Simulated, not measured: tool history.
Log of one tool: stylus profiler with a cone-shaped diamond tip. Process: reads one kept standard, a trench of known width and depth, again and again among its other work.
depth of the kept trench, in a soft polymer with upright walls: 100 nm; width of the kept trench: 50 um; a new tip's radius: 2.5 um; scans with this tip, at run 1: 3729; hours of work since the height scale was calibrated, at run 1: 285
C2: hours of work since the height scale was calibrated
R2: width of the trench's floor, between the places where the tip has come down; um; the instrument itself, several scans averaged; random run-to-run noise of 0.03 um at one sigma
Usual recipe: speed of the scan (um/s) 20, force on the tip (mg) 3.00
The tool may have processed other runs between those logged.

{"run": 1, "hour": 0.0, "speed of the scan (um/s)": 20, "force on the tip (mg)": 3.0, "scans with this tip": 3729, "C2": 285, "depth of the trench (Å)": 1012.5, "R2": 48.35}
{"run": 2, "hour": 37.8, "speed of the scan (um/s)": 20, "force on the tip (mg)": 1.09, "scans with this tip": 3936, "C2": 300, "depth of the trench (Å)": 1005.7, "R2": 48.35}
{"run": 3, "hour": 66.3, "speed of the scan (um/s)": 20, "force on the tip (mg)": 1.09, "scans with this tip": 4092, "C2": 312, "depth of the trench (Å)": 1005.8, "R2": 48.4}
{"run": 4, "hour": 98.4, "speed of the scan (um/s)": 20, "force on the tip (mg)": 3.0, "scans with this tip": 4267, "C2": 326, "depth of the trench (Å)": 1012.4, "R2": 48.31}
{"run": 5, "hour": 138.6, "speed of the scan (um/s)": 20, "force on the tip (mg)": 3.0, "scans with this tip": 4487, "C2": 342, "depth of the trench (Å)": 1012.0, "R2": 48.32}
{"run": 6, "hour": 176.9, "speed of the scan (um/s)": 20, "force on the tip (mg)": 3.0, "scans with this tip": 4696, "C2": 358, "depth of the trench (Å)": 1012.7, "R2": 48.35}
{"run": 7, "hour": 216.4, "speed of the scan (um/s)": 20, "force on the tip (mg)": 5.08, "scans with this tip": 4912, "C2": 375, "depth of the trench (Å)": 1017.6, "R2": 48.26}
{"run": 8, "hour": 237.0, "speed of the scan (um/s)": 20, "force on the tip (mg)": 5.08, "scans with this tip": 5024, "C2": 383, "depth of the trench (Å)": 1017.9, "R2": 48.29}
{"run": 9, "hour": 276.3, "speed of the scan (um/s)": 20, "force on the tip (mg)": 5.08, "scans with this tip": 5239, "C2": 400, "depth of the trench (Å)": 1018.0, "R2": 48.26}
{"run": 10, "hour": 294.6, "speed of the scan (um/s)": 20, "force on the tip (mg)": 5.08, "scans with this tip": 5339, "C2": 407, "depth of the trench (Å)": 1018.0, "R2": 48.27}
{"run": 11, "hour": 313.7, "speed of the scan (um/s)": 5, "force on the tip (mg)": 3.0, "scans with this tip": 5444, "C2": 415, "depth of the trench (Å)": 1012.1, "R2": 48.3}
{"run": 12, "hour": 341.1, "speed of the scan (um/s)": 5, "force on the tip (mg)": 3.0, "scans with this tip": 5593, "C2": 427, "depth of the trench (Å)": 1012.2, "R2": 48.25}
{"run": 13, "hour": 366.3, "speed of the scan (um/s)": 5, "force on the tip (mg)": 3.0, "scans with this tip": 5731, "C2": 437, "depth of the trench (Å)": 1011.9, "R2": 48.28}
{"run": 14, "hour": 383.9, "speed of the scan (um/s)": 6, "force on the tip (mg)": 1.62, "scans with this tip": 5827, "C2": 445, "depth of the trench (Å)": 1007.5, "R2": 48.26}
{"run": 15, "hour": 416.2, "speed of the scan (um/s)": 6, "force on the tip (mg)": 1.62, "scans with this tip": 6004, "C2": 458, "depth of the trench (Å)": 1007.5, "R2": 48.23}
{"run": 16, "hour": 455.2, "speed of the scan (um/s)": 20, "force on the tip (mg)": 1.7, "scans with this tip": 6217, "C2": 474, "depth of the trench (Å)": 1007.8, "R2": 48.26}
{"run": 17, "hour": 487.9, "speed of the scan (um/s)": 51, "force on the tip (mg)": 1.11, "scans with this tip": 6396, "C2": 488, "depth of the trench (Å)": 1005.4, "R2": 48.16}
{"run": 18, "hour": 511.5, "speed of the scan (um/s)": 51, "force on the tip (mg)": 1.11, "scans with this tip": 6525, "C2": 498, "depth of the trench (Å)": 1005.3, "R2": 48.1}
{"run": 19, "hour": 551.9, "speed of the scan (um/s)": 30, "force on the tip (mg)": 6.6, "scans with this tip": 6746, "C2": 515, "depth of the trench (Å)": 1021.2, "R2": 48.19}
{"run": 20, "hour": 569.8, "speed of the scan (um/s)": 36, "force on the tip (mg)": 5.85, "scans with this tip": 6844, "C2": 522, "depth of the trench (Å)": 1019.4, "R2": 48.21}
{"run": 21, "hour": 606.7, "speed of the scan (um/s)": 56, "force on the tip (mg)": 1.22, "scans with this tip": 7045, "C2": 537, "depth of the trench (Å)": 1005.2, "R2": 48.13}
{"run": 22, "hour": 644.4, "speed of the scan (um/s)": 68, "force on the tip (mg)": 2.98, "scans with this tip": 7251, "C2": 553, "depth of the trench (Å)": 1011.8, "R2": 48.12}
{"run": 23, "hour": 680.3, "speed of the scan (um/s)": 20, "force on the tip (mg)": 1.79, "scans with this tip": 7448, "C2": 568, "depth of the trench (Å)": 1007.4, "R2": 48.22}
{"run": 24, "hour": 708.2, "speed of the scan (um/s)": 11, "force on the tip (mg)": 6.61, "scans with this tip": 7600, "C2": 580, "depth of the trench (Å)": 1021.2, "R2": 48.19}
{"run": 25, "hour": 739.4, "speed of the scan (um/s)": 7, "force on the tip (mg)": 5.99, "scans with this tip": 7771, "C2": 593, "depth of the trench (Å)": 1019.5, "R2": 48.18}
{"run": 26, "hour": 769.3, "speed of the scan (um/s)": 15, "force on the tip (mg)": 1.39, "scans with this tip": 7934, "C2": 605, "depth of the trench (Å)": 1006.2, "R2": 48.12}

Alternative continuations, all from the tool just after run 26; predict every row:
{"run": "A", "hour": 807.8, "speed of the scan (um/s)": 17, "force on the tip (mg)": 3.0, "scans with this tip": 8144, "C2": 621, "depth of the trench (Å)": "?", "R2": "?"}
{"run": "B", "hour": 807.8, "speed of the scan (um/s)": 8, "force on the tip (mg)": 5.77, "scans with this tip": 8144, "C2": 621, "depth of the trench (Å)": "?", "R2": "?"}
{"run": "C", "hour": 807.8, "speed of the scan (um/s)": 11, "force on the tip (mg)": 1.39, "scans with this tip": 8144, "C2": 621, "depth of the trench (Å)": "?", "R2": "?"}
{"run": "D", "hour": 807.8, "speed of the scan (um/s)": 15, "force on the tip (mg)": 5.39, "scans with this tip": 8144, "C2": 621, "depth of the trench (Å)": "?", "R2": "?"}
{"run": "E", "hour": 807.8, "speed of the scan (um/s)": 20, "force on the tip (mg)": 1.07, "scans with this tip": 8144, "C2": 621, "depth of the trench (Å)": "?", "R2": "?"}

run=A depth_of_the_trench_(Å)=1011.4 R2=48.21
run=B depth_of_the_trench_(Å)=1018.7 R2=48.16
run=C depth_of_the_trench_(Å)=1006.3 R2=48.12
run=D depth_of_the_trench_(Å)=1017.9 R2=48.12
run=E depth_of_the_trench_(Å)=1005.0 R2=48.16
With the hidden condition removed and each run's random variation left untouched, the same runs would have given:
run=A depth_of_the_trench_(Å)=1013.2 R2=48.64
run=B depth_of_the_trench_(Å)=1020.6 R2=48.58
run=C depth_of_the_trench_(Å)=1008.1 R2=48.54
run=D depth_of_the_trench_(Å)=1019.8 R2=48.55
run=E depth_of_the_trench_(Å)=1006.8 R2=48.59
